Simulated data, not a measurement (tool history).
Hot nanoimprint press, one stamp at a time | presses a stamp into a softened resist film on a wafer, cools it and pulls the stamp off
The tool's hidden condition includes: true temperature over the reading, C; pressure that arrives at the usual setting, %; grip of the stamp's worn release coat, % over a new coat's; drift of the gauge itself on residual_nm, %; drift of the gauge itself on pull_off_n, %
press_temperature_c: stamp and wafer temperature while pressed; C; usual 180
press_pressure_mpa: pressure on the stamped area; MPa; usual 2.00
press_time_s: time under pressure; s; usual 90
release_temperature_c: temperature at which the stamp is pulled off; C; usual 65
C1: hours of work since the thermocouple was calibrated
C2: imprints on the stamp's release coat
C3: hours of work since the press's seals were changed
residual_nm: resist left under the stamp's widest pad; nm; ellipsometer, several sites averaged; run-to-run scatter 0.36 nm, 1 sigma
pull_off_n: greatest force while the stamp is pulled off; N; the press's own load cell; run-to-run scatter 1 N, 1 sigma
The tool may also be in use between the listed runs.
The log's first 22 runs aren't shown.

run 23 hour=672.9 | press_temperature_c=189 press_pressure_mpa=1.22 press_time_s=90 release_temperature_c=55 | C1=102 C2=862 C3=30 | residual_nm=94.1 pull_off_n=128
run 24 hour=697.0 | press_temperature_c=172 press_pressure_mpa=1.22 press_time_s=99 release_temperature_c=51 | C1=120 C2=939 C3=47 | residual_nm=136.9 pull_off_n=134
run 25 hour=736.8 | press_temperature_c=173 press_pressure_mpa=1.22 press_time_s=114 release_temperature_c=51 | C1=148 C2=1067 C3=76 | residual_nm=130.1 pull_off_n=136
run 26 hour=772.4 | press_temperature_c=180 press_pressure_mpa=2.00 press_time_s=75 release_temperature_c=65 | C1=174 C2=1182 C3=101 | residual_nm=99.8 pull_off_n=121
run 27 hour=799.2 | press_temperature_c=180 press_pressure_mpa=2.00 press_time_s=75 release_temperature_c=65 | C1=194 C2=1268 C3=121 | residual_nm=99.9 pull_off_n=118
run 28 hour=831.7 | press_temperature_c=175 press_pressure_mpa=2.52 press_time_s=62 release_temperature_c=63 | C1=217 C2=1372 C3=144 | residual_nm=110.7 pull_off_n=123
run 29 hour=871.3 | press_temperature_c=180 press_pressure_mpa=2.00 press_time_s=52 release_temperature_c=66 | C1=246 C2=1500 C3=173 | residual_nm=113.8 pull_off_n=124
run 30 hour=892.9 | press_temperature_c=189 press_pressure_mpa=2.71 press_time_s=52 release_temperature_c=66 | C1=261 C2=1569 C3=189 | residual_nm=78.1 pull_off_n=124

Below are 3 alternative next runs, each starting from the tool's condition after run 30. Predict each:
run A hour=920.4 | press_temperature_c=189 press_pressure_mpa=1.46 press_time_s=52 release_temperature_c=66 | C1=281 C2=1657 C3=209 | residual_nm=? pull_off_n=?
run B hour=920.4 | press_temperature_c=186 press_pressure_mpa=2.53 press_time_s=119 release_temperature_c=65 | C1=281 C2=1657 C3=209 | residual_nm=? pull_off_n=?
run C hour=920.4 | press_temperature_c=174 press_pressure_mpa=2.71 press_time_s=52 release_temperature_c=66 | C1=281 C2=1657 C3=209 | residual_nm=? pull_off_n=?

run=A residual_nm=105.9 pull_off_n=123
run=B residual_nm=64.1 pull_off_n=125
run=C residual_nm=117.5 pull_off_n=125
The same runs, with their run-to-run variation unchanged, on a tool lacking any hidden condition would have given:
run=A residual_nm=102.4 pull_off_n=105
run=B residual_nm=61.2 pull_off_n=107
run=C residual_nm=112.6 pull_off_n=106
